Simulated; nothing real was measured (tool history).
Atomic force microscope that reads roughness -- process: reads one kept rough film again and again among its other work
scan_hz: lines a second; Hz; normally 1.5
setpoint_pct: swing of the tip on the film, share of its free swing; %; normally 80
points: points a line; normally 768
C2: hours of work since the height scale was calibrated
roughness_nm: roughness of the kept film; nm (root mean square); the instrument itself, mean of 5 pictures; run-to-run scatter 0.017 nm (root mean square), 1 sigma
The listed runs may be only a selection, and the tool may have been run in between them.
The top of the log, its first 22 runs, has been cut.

{"run": 23, "day": 9.7, "scan_hz": 0.67, "setpoint_pct": 80, "points": 768, "pictures with this tip": 150, "C2": 265, "roughness_nm": 4.432}
{"run": 24, "day": 10.308, "scan_hz": 3.2, "setpoint_pct": 84, "points": 656, "pictures with this tip": 165, "C2": 272, "roughness_nm": 3.345}
{"run": 25, "day": 10.775, "scan_hz": 1.06, "setpoint_pct": 83, "points": 262, "pictures with this tip": 177, "C2": 277, "roughness_nm": 4.122}
{"run": 26, "day": 11.338, "scan_hz": 1.61, "setpoint_pct": 61, "points": 332, "pictures with this tip": 191, "C2": 284, "roughness_nm": 4.448}
{"day": 11.525, "done": "new tip fitted"}
{"run": 27, "day": 11.733, "scan_hz": 0.66, "setpoint_pct": 59, "points": 535, "pictures with this tip": 5, "C2": 288, "roughness_nm": 4.701}
{"run": 28, "day": 12.333, "scan_hz": 2.54, "setpoint_pct": 57, "points": 336, "pictures with this tip": 20, "C2": 295, "roughness_nm": 4.408}
{"run": 29, "day": 12.7, "scan_hz": 2.54, "setpoint_pct": 57, "points": 336, "pictures with this tip": 29, "C2": 299, "roughness_nm": 4.455}
{"run": 30, "day": 13.242, "scan_hz": 2.54, "setpoint_pct": 71, "points": 401, "pictures with this tip": 42, "C2": 305, "roughness_nm": 4.061}
{"run": 31, "day": 13.783, "scan_hz": 2.54, "setpoint_pct": 71, "points": 401, "pictures with this tip": 55, "C2": 312, "roughness_nm": 4.034}
{"run": 32, "day": 14.092, "scan_hz": 1.05, "setpoint_pct": 77, "points": 768, "pictures with this tip": 63, "C2": 315, "roughness_nm": 4.307}
{"run": 33, "day": 14.446, "scan_hz": 1.05, "setpoint_pct": 71, "points": 768, "pictures with this tip": 72, "C2": 319, "roughness_nm": 4.496}
{"run": 34, "day": 14.817, "scan_hz": 2.98, "setpoint_pct": 76, "points": 578, "pictures with this tip": 81, "C2": 323, "roughness_nm": 3.781}
{"run": 35, "day": 15.079, "scan_hz": 3.62, "setpoint_pct": 77, "points": 649, "pictures with this tip": 87, "C2": 326, "roughness_nm": 3.533}
{"run": 36, "day": 15.508, "scan_hz": 1.5, "setpoint_pct": 89, "points": 768, "pictures with this tip": 98, "C2": 331, "roughness_nm": 3.801}
{"run": 37, "day": 16.062, "scan_hz": 1.5, "setpoint_pct": 70, "points": 768, "pictures with this tip": 112, "C2": 338, "roughness_nm": 4.327}
{"run": 38, "day": 16.692, "scan_hz": 1.5, "setpoint_pct": 66, "points": 768, "pictures with this tip": 127, "C2": 345, "roughness_nm": 4.436}
{"run": 39, "day": 17.225, "scan_hz": 1.5, "setpoint_pct": 66, "points": 768, "pictures with this tip": 140, "C2": 351, "roughness_nm": 4.461}
{"run": 40, "day": 17.667, "scan_hz": 1.5, "setpoint_pct": 66, "points": 768, "pictures with this tip": 151, "C2": 356, "roughness_nm": 4.466}
{"run": 41, "day": 18.288, "scan_hz": 1.27, "setpoint_pct": 77, "points": 768, "pictures with this tip": 167, "C2": 363, "roughness_nm": 4.277}
{"run": 42, "day": 18.588, "scan_hz": 0.55, "setpoint_pct": 79, "points": 768, "pictures with this tip": 174, "C2": 366, "roughness_nm": 4.544}
{"run": 43, "day": 19.038, "scan_hz": 0.75, "setpoint_pct": 65, "points": 659, "pictures with this tip": 185, "C2": 372, "roughness_nm": 4.578}
{"day": 19.417, "done": "new tip fitted"}
{"run": 44, "day": 19.612, "scan_hz": 1.5, "setpoint_pct": 88, "points": 768, "pictures with this tip": 5, "C2": 378, "roughness_nm": 3.848}
{"run": 45, "day": 20.138, "scan_hz": 0.8, "setpoint_pct": 80, "points": 369, "pictures with this tip": 18, "C2": 384, "roughness_nm": 4.381}

Branching from run 45: 3 alternative next runs. What would each branch give?
{"run": "A", "day": 20.617, "scan_hz": 0.85, "setpoint_pct": 80, "points": 473, "pictures with this tip": 30, "C2": 389, "roughness_nm": "?"}
{"run": "B", "day": 20.617, "scan_hz": 1.5, "setpoint_pct": 63, "points": 841, "pictures with this tip": 30, "C2": 389, "roughness_nm": "?"}
{"run": "C", "day": 20.617, "scan_hz": 0.71, "setpoint_pct": 81, "points": 667, "pictures with this tip": 30, "C2": 389, "roughness_nm": "?"}

run=A roughness_nm=4.365
run=B roughness_nm=4.506
run=C roughness_nm=4.482
Without the tool's hidden state the same runs would have given:
run=A roughness_nm=4.367
run=B roughness_nm=4.508
run=C roughness_nm=4.484
